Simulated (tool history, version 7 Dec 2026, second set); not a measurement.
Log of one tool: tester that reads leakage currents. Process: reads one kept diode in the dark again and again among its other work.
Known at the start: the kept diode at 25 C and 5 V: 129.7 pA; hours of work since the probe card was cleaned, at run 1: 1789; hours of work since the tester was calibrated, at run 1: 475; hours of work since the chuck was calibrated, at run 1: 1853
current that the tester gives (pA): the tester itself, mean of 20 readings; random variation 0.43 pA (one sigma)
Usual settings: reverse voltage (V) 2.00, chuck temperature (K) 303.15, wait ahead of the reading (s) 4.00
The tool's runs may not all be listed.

run   hour  reverse voltage (V)  chuck temperature (K)  wait ahead of the reading (s)  hours of work since the probe card was cleaned  hours of work since the tester was calibrated  hours of work since the chuck was calibrated  current that the tester gives (pA)
  1    0.0                 2.00                 303.15                           4.00                                            1789                                            475                                          1853                              153.99
  2   27.8                 2.00                 303.15                           2.39                                            1803                                            489                                          1867                              153.49
  3   48.6                 2.00                 303.15                           4.00                                            1813                                            500                                          1878                              155.12
  4   76.0                 2.00                 303.15                           5.91                                            1827                                            513                                          1891                              154.41
  5  115.4                 2.00                 303.15                           4.00                                            1847                                            533                                          1911                              154.56
  6  161.5                 2.00                 303.15                           4.00                                            1870                                            556                                          1934                              154.52
  7  182.9                 2.00                 303.15                           4.00                                            1881                                            567                                          1945                              154.90
  8  227.1                 2.00                 303.15                           4.00                                            1903                                            589                                          1967                              154.06
  9  270.6                 2.00                 303.15                           4.00                                            1925                                            611                                          1989                              153.86
 10  300.3                 2.00                 303.15                           4.00                                            1940                                            626                                          2004                              154.63
     305.8  -- chuck's temperature calibrated
 11  327.8                14.67                 303.15                           4.00                                            1953                                            639                                            11                              342.84
 12  359.6                 1.30                 303.15                           4.00                                            1969                                            655                                            27                              134.88
 13  381.3                 1.30                 303.15                           4.00                                            1980                                            666                                            38                              135.08
 14  421.3                 2.00                 315.15                           4.00                                            2000                                            686                                            58                              425.10
 15  468.7                 2.00                 303.15                           4.00                                            2024                                            710                                            82                              158.28
     500.9  -- chuck's temperature calibrated, once more
 16  500.9                 2.00                 303.15                           4.00                                            2039                                            725                                             0                              148.06
 17  541.8                 2.00                 303.15                           4.00                                            2059                                            746                                            21                              147.79
 18  584.4                14.38                 330.15                           4.00                                            2081                                            767                                            42                             2563.02
 19  611.6                 4.40                 303.15                           1.29                                            2095                                            781                                            56                              200.47
 20  633.9                 2.00                 331.15                           2.08                                            2106                                            792                                            67                             1363.17
 21  663.7                 2.00                 331.15                           2.08                                            2121                                            807                                            82                             1365.80
 22  687.2                 2.00                 331.15                           2.08                                            2133                                            819                                            94                             1362.54
 23  726.1                 8.17                 303.15                           0.45                                            2152                                            838                                           113                              261.85
 24  750.6                16.20                 299.15                           0.45                                            2164                                            851                                           126                              258.98
 25  775.0                16.20                 299.15                           0.45                                            2177                                            863                                           138                              259.85
 26  795.6                15.80                 303.15                           1.29                                            2187                                            873                                           148                              339.62
 27  816.7                 1.11                 302.15                           0.85                                            2198                                            884                                           159                              110.75
     848.2  -- probe card cleaned and baked
 28  853.6                 1.11                 302.15                           0.85                                               3                                            901                                           176                              107.17
 29  888.1                 3.96                 305.15                           0.39                                              20                                            918                                           193                              221.20
 30  916.8                 2.00                 303.15                           1.31                                              34                                            933                                           208                              145.45

3 ways to go on from here, each from the tool as it stands after run 30. What would each give?
  A  938.8                10.41                 303.15                           5.44                                              46                                            944                                           219                                   ?
  B  938.8                 5.25                 313.15                           0.68                                              46                                            944                                           219                                   ?
  C  938.8                 1.10                 302.15                           8.42                                              46                                            944                                           219                                   ?

run  current that the tester gives (pA)
  A                              260.18
  B                              476.39
  C                              106.89
Without the tool's hidden state the same runs would have given:
run  current that the tester gives (pA)
  A                              263.55
  B                              483.01
  C                              108.46

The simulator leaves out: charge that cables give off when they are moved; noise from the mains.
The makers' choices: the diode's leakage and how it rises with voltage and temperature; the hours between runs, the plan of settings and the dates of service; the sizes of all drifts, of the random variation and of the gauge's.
